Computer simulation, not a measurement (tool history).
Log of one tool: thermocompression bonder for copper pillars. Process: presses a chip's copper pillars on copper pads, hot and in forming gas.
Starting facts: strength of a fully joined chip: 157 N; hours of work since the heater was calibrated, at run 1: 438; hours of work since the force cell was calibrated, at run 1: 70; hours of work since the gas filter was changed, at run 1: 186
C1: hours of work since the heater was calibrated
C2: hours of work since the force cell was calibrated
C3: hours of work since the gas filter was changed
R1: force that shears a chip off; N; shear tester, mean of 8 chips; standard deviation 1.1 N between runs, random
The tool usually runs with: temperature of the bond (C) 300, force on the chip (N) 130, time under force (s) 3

{"run": 1, "hour": 0.0, "temperature of the bond (C)": 300, "force on the chip (N)": 130, "time under force (s)": 3, "C1": 438, "C2": 70, "C3": 186, "R1": 91.2}
{"run": 2, "hour": 17.0, "temperature of the bond (C)": 300, "force on the chip (N)": 130, "time under force (s)": 3, "C1": 447, "C2": 78, "C3": 195, "R1": 90.1}
{"run": 3, "hour": 33.4, "temperature of the bond (C)": 300, "force on the chip (N)": 130, "time under force (s)": 3, "C1": 456, "C2": 87, "C3": 203, "R1": 91.8}
{"hour": 54.9, "done": "forming gas filter changed"}
{"run": 4, "hour": 68.2, "temperature of the bond (C)": 300, "force on the chip (N)": 128, "time under force (s)": 3, "C1": 474, "C2": 105, "C3": 7, "R1": 93.2}
{"run": 5, "hour": 103.0, "temperature of the bond (C)": 300, "force on the chip (N)": 130, "time under force (s)": 3, "C1": 492, "C2": 123, "C3": 25, "R1": 94.8}
{"run": 6, "hour": 119.3, "temperature of the bond (C)": 300, "force on the chip (N)": 130, "time under force (s)": 3, "C1": 500, "C2": 132, "C3": 34, "R1": 95.1}
{"run": 7, "hour": 142.5, "temperature of the bond (C)": 300, "force on the chip (N)": 130, "time under force (s)": 3, "C1": 513, "C2": 144, "C3": 46, "R1": 93.0}
{"run": 8, "hour": 163.7, "temperature of the bond (C)": 300, "force on the chip (N)": 109, "time under force (s)": 3, "C1": 524, "C2": 155, "C3": 57, "R1": 82.0}
{"run": 9, "hour": 191.5, "temperature of the bond (C)": 300, "force on the chip (N)": 159, "time under force (s)": 3, "C1": 538, "C2": 170, "C3": 72, "R1": 107.7}
{"run": 10, "hour": 218.0, "temperature of the bond (C)": 300, "force on the chip (N)": 130, "time under force (s)": 8, "C1": 552, "C2": 184, "C3": 85, "R1": 120.0}
{"hour": 222.1, "done": "heater calibrated with a thermocouple chip"}
{"run": 11, "hour": 252.7, "temperature of the bond (C)": 300, "force on the chip (N)": 130, "time under force (s)": 8, "C1": 16, "C2": 201, "C3": 103, "R1": 113.2}
{"run": 12, "hour": 271.3, "temperature of the bond (C)": 300, "force on the chip (N)": 130, "time under force (s)": 8, "C1": 26, "C2": 210, "C3": 112, "R1": 115.4}
{"run": 13, "hour": 287.3, "temperature of the bond (C)": 300, "force on the chip (N)": 172, "time under force (s)": 3, "C1": 34, "C2": 219, "C3": 121, "R1": 105.7}
{"run": 14, "hour": 317.1, "temperature of the bond (C)": 300, "force on the chip (N)": 172, "time under force (s)": 3, "C1": 50, "C2": 234, "C3": 136, "R1": 107.8}
{"run": 15, "hour": 344.0, "temperature of the bond (C)": 300, "force on the chip (N)": 130, "time under force (s)": 3, "C1": 64, "C2": 249, "C3": 150, "R1": 87.7}
{"run": 16, "hour": 359.5, "temperature of the bond (C)": 300, "force on the chip (N)": 130, "time under force (s)": 3, "C1": 72, "C2": 257, "C3": 159, "R1": 85.5}
{"run": 17, "hour": 388.1, "temperature of the bond (C)": 300, "force on the chip (N)": 130, "time under force (s)": 3, "C1": 87, "C2": 272, "C3": 173, "R1": 84.5}
{"run": 18, "hour": 402.4, "temperature of the bond (C)": 300, "force on the chip (N)": 130, "time under force (s)": 3, "C1": 94, "C2": 279, "C3": 181, "R1": 85.3}
{"run": 19, "hour": 420.6, "temperature of the bond (C)": 300, "force on the chip (N)": 130, "time under force (s)": 3, "C1": 104, "C2": 289, "C3": 191, "R1": 83.6}
{"hour": 429.1, "done": "heater calibrated with a thermocouple chip, once more"}
{"run": 20, "hour": 457.3, "temperature of the bond (C)": 300, "force on the chip (N)": 96, "time under force (s)": 2, "C1": 15, "C2": 307, "C3": 209, "R1": 62.6}
{"hour": 467.7, "done": "forming gas filter changed"}
{"run": 21, "hour": 479.5, "temperature of the bond (C)": 299, "force on the chip (N)": 130, "time under force (s)": 4, "C1": 26, "C2": 318, "C3": 6, "R1": 106.9}
{"run": 22, "hour": 502.5, "temperature of the bond (C)": 311, "force on the chip (N)": 130, "time under force (s)": 3, "C1": 38, "C2": 330, "C3": 18, "R1": 107.5}
{"run": 23, "hour": 523.1, "temperature of the bond (C)": 317, "force on the chip (N)": 120, "time under force (s)": 5, "C1": 49, "C2": 341, "C3": 29, "R1": 122.9}
{"run": 24, "hour": 539.0, "temperature of the bond (C)": 305, "force on the chip (N)": 94, "time under force (s)": 5, "C1": 57, "C2": 349, "C3": 37, "R1": 93.3}
{"run": 25, "hour": 554.0, "temperature of the bond (C)": 319, "force on the chip (N)": 91, "time under force (s)": 3, "C1": 65, "C2": 357, "C3": 45, "R1": 90.7}
{"run": 26, "hour": 574.9, "temperature of the bond (C)": 319, "force on the chip (N)": 91, "time under force (s)": 3, "C1": 76, "C2": 368, "C3": 56, "R1": 89.9}
{"run": 27, "hour": 592.5, "temperature of the bond (C)": 319, "force on the chip (N)": 91, "time under force (s)": 3, "C1": 85, "C2": 377, "C3": 65, "R1": 91.3}
{"run": 28, "hour": 610.2, "temperature of the bond (C)": 272, "force on the chip (N)": 102, "time under force (s)": 7, "C1": 95, "C2": 387, "C3": 75, "R1": 73.0}
{"run": 29, "hour": 635.3, "temperature of the bond (C)": 306, "force on the chip (N)": 95, "time under force (s)": 3, "C1": 108, "C2": 400, "C3": 88, "R1": 80.4}
{"run": 30, "hour": 658.8, "temperature of the bond (C)": 295, "force on the chip (N)": 141, "time under force (s)": 2, "C1": 120, "C2": 412, "C3": 100, "R1": 82.9}
{"run": 31, "hour": 687.6, "temperature of the bond (C)": 295, "force on the chip (N)": 92, "time under force (s)": 6, "C1": 135, "C2": 427, "C3": 115, "R1": 84.6}
{"run": 32, "hour": 714.1, "temperature of the bond (C)": 300, "force on the chip (N)": 130, "time under force (s)": 8, "C1": 149, "C2": 441, "C3": 129, "R1": 119.2}
{"run": 33, "hour": 736.3, "temperature of the bond (C)": 300, "force on the chip (N)": 130, "time under force (s)": 8, "C1": 161, "C2": 453, "C3": 141, "R1": 120.1}
{"run": 34, "hour": 758.3, "temperature of the bond (C)": 300, "force on the chip (N)": 130, "time under force (s)": 8, "C1": 172, "C2": 464, "C3": 152, "R1": 117.2}
{"run": 35, "hour": 783.6, "temperature of the bond (C)": 299, "force on the chip (N)": 168, "time under force (s)": 2, "C1": 185, "C2": 478, "C3": 166, "R1": 96.8}
{"run": 36, "hour": 807.4, "temperature of the bond (C)": 299, "force on the chip (N)": 168, "time under force (s)": 2, "C1": 198, "C2": 490, "C3": 178, "R1": 97.0}
{"run": 37, "hour": 826.9, "temperature of the bond (C)": 299, "force on the chip (N)": 168, "time under force (s)": 2, "C1": 208, "C2": 500, "C3": 188, "R1": 95.0}
{"run": 38, "hour": 854.5, "temperature of the bond (C)": 321, "force on the chip (N)": 144, "time under force (s)": 9, "C1": 223, "C2": 515, "C3": 203, "R1": 135.6}

Describe how what the log doesn't record of the tool's condition differs between the last listed run preceding each entry between runs and the first listed run following it.
After run 3, before run 4: forming gas filter changed (hour 54.9)
  true temperature of the bond over the reading, C: -4.3 -> -4.4; force that reaches the chip, % of what is set: 97.7 -> 97.6; oxide that the forming gas leaves, % of the face: 5.56 -> 0.72
  what was measured, less what the result would be without the hidden state, R1: -11.0 -> -6.5 N
After run 10, before run 11: heater calibrated with a thermocouple chip (hour 222.1)
  true temperature of the bond over the reading, C: -5.3 -> -9; force that reaches the chip, % of what is set: 97 -> 96.9; oxide that the forming gas leaves, % of the face: 2.64 -> 3.05
  what was measured, less what the result would be without the hidden state, R1: -9.3 -> -13.0 N
After run 19, before run 20: heater calibrated with a thermocouple chip, once more (hour 429.1)
  true temperature of the bond over the reading, C: -9.9 -> -1.1; force that reaches the chip, % of what is set: 96.4 -> 96.2; oxide that the forming gas leaves, % of the face: 5.14 -> 5.57
  what was measured, less what the result would be without the hidden state, R1: -16.7 -> -6.7 N
After run 20, before run 21: forming gas filter changed (hour 467.7)
  true temperature of the bond over the reading, C: -1.1 -> -1.2; oxide that the forming gas leaves, % of the face: 5.57 -> 0.73
  what was measured, less what the result would be without the hidden state, R1: -6.7 -> -4.3 N
